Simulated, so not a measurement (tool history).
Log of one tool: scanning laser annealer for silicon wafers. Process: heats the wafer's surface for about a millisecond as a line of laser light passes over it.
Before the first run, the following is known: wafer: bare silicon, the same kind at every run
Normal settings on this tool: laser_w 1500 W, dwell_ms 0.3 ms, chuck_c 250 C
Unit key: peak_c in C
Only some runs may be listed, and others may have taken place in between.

run,day,laser_w,dwell_ms,chuck_c,peak_c
1,0,1500,0.3,250,947
# day 0.408: window over the wafer cleaned
2,2.388,1500,0.3,250,939
3,4.262,1500,0.3,250,933
4,6.188,1500,0.3,212,896
5,7.396,1500,0.3,212,892
6,9.867,1500,0.3,250,923
7,11.521,1500,0.3,250,913
8,13.058,1500,0.229,250,830
# day 14.588: window over the wafer cleaned, once more
9,15.433,1500,0.229,250,878
10,16.608,1500,0.229,250,874
11,18.679,1500,0.3,250,963
12,19.796,1500,0.3,250,963
13,21.717,1500,0.3,250,956
14,22.808,1500,0.3,250,956
15,24.338,1500,0.3,250,952
16,25.758,1352,0.3,250,860
17,26.867,1352,0.3,250,857
18,29.233,1301,0.298,222,793
19,30.525,1314,0.331,284,891
20,31.696,1314,0.331,284,890
21,32.796,1500,0.363,238,993
22,33.921,1500,0.225,250,839
# day 34.942: window over the wafer cleaned
23,35.771,1563,0.296,246,991
24,38.188,1563,0.296,246,987
25,40.525,1333,0.267,246,814
26,42.45,1333,0.267,246,809
27,44.221,1333,0.267,246,807
28,46.55,1290,0.267,246,780
29,49.058,1290,0.267,246,776
30,50.458,1290,0.267,246,771
31,52.954,1500,0.345,250,979
# day 55.196: window over the wafer cleaned
32,55.525,1324,0.262,243,802
33,57.796,1500,0.32,250,976

Below are 5 alternative next runs, each starting from the tool's condition after run 33. Predict each:
A,59.254,1590,0.3,250,?
B,59.254,1519,0.32,236,?
C,59.254,1586,0.253,225,?
D,59.254,1639,0.246,286,?
E,59.254,1452,0.362,260,?

run,peak_c
A,1001
B,970
C,915
D,995
E,999
What these runs would have given with no unlogged condition in the tool:
run,peak_c
A,1040
B,1008
C,950
D,1031
E,1037

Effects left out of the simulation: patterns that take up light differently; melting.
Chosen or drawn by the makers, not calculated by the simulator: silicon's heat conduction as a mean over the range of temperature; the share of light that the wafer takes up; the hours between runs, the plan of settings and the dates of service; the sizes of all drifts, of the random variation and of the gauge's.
